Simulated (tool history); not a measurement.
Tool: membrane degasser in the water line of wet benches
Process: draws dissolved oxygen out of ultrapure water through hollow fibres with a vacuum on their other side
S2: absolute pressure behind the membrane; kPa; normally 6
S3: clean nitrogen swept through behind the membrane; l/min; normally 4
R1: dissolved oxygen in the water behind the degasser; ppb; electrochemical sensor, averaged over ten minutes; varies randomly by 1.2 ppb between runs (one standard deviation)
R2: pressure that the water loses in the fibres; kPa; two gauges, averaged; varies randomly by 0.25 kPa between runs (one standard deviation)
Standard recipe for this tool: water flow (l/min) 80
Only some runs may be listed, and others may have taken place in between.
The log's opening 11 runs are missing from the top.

At hour 553: gauge calibrated.
Run 12, hour 562.2: usual settings but S3 6.02 l/min. Result: R1 101.2 ppb, R2 67.3 kPa.
Run 13, hour 602.2: usual settings but S3 6.02 l/min. Result: R1 101.8 ppb, R2 67.32 kPa.
Run 14, hour 660.9: usual settings but S3 6.02 l/min. Result: R1 100.8 ppb, R2 67.15 kPa.
Run 15, hour 707.8: usual settings but S3 6.02 l/min. Result: R1 100.9 ppb, R2 67.02 kPa.
Run 16, hour 754.3: usual settings but water flow (l/min) 79. Result: R1 138.3 ppb, R2 66.41 kPa.
Run 17, hour 808.8: usual settings but water flow (l/min) 79, S2 14.94 kPa, S3 8.79 l/min. Result: R1 256.2 ppb, R2 65.6 kPa.
Run 18, hour 869.5: usual settings but water flow (l/min) 79, S2 14.94 kPa, S3 8.79 l/min. Result: R1 261.1 ppb, R2 65.35 kPa.
Run 19, hour 915.5: usual settings but water flow (l/min) 92, S2 8.81 kPa, S3 8.79 l/min. Result: R1 160.3 ppb, R2 75.95 kPa.
Run 20, hour 955.4: usual settings but water flow (l/min) 92, S2 8.81 kPa, S3 8.79 l/min. Result: R1 160.9 ppb, R2 75.72 kPa.
Run 21, hour 988.7: usual settings but water flow (l/min) 92, S2 14.89 kPa, S3 3.47 l/min. Result: R1 647 ppb, R2 76 kPa.
Run 22, hour 1022.1: usual settings but water flow (l/min) 92, S2 14.89 kPa, S3 6.65 l/min. Result: R1 380.2 ppb, R2 75.85 kPa.
Run 23, hour 1064.2: usual settings but water flow (l/min) 57, S2 4.09 kPa, S3 8.81 l/min. Result: R1 18.4 ppb, R2 46.84 kPa.
Run 24, hour 1091.8: usual settings but water flow (l/min) 68, S2 4.09 kPa, S3 1.73 l/min. Result: R1 80.2 ppb, R2 55.82 kPa.
Run 25, hour 1138.2: usual settings but water flow (l/min) 49, S2 4.09 kPa, S3 10.1 l/min. Result: R1 12.5 ppb, R2 39.87 kPa.
Run 26, hour 1190.2: usual settings but water flow (l/min) 49, S2 4.09 kPa, S3 1.78 l/min. Result: R1 54.4 ppb, R2 39.85 kPa.
Run 27, hour 1231.8: usual settings but water flow (l/min) 103, S2 4.09 kPa, S3 1.78 l/min. Result: R1 130.8 ppb, R2 83.58 kPa.
Run 28, hour 1273: usual settings but water flow (l/min) 103, S2 4.09 kPa, S3 4.83 l/min. Result: R1 79.4 ppb, R2 84.07 kPa.
Run 29, hour 1327.1: usual settings but water flow (l/min) 59, S2 7.06 kPa, S3 3.75 l/min. Result: R1 140.7 ppb, R2 48.22 kPa.
Run 30, hour 1367.7: usual settings but water flow (l/min) 126, S2 3.91 kPa, S3 8.24 l/min. Result: R1 92.7 ppb, R2 101.72 kPa.
Run 31, hour 1419.6: usual settings but water flow (l/min) 126, S2 3.91 kPa, S3 8.24 l/min. Result: R1 92.7 ppb, R2 101.09 kPa.
Run 32, hour 1483.8: usual settings but water flow (l/min) 126, S2 3.91 kPa, S3 8.24 l/min. Result: R1 92.6 ppb, R2 100.85 kPa.

Predict each of these 3 candidate next runs independently; none follows another, all start after run 32:
Run A, hour 1539.2: usual settings but water flow (l/min) 126, S2 4.77 kPa, S3 8.24 l/min. Result: R1 ?, R2 ?.
Run B, hour 1539.2: usual settings but water flow (l/min) 61, S3 2.01 l/min. Result: R1 ?, R2 ?.
Run C, hour 1539.2: usual settings but S2 12.53 kPa, S3 9.43 l/min. Result: R1 ?, R2 ?.

run     R1      R2
  A  122.5  100.98
  B  182.4    48.3
  C  202.2    63.9
The same runs, with their run-to-run variation unchanged, on a tool lacking any hidden condition would have given:
run     R1      R2
  A  122.4  106.67
  B  182.3   51.04
  C  202.2   67.51

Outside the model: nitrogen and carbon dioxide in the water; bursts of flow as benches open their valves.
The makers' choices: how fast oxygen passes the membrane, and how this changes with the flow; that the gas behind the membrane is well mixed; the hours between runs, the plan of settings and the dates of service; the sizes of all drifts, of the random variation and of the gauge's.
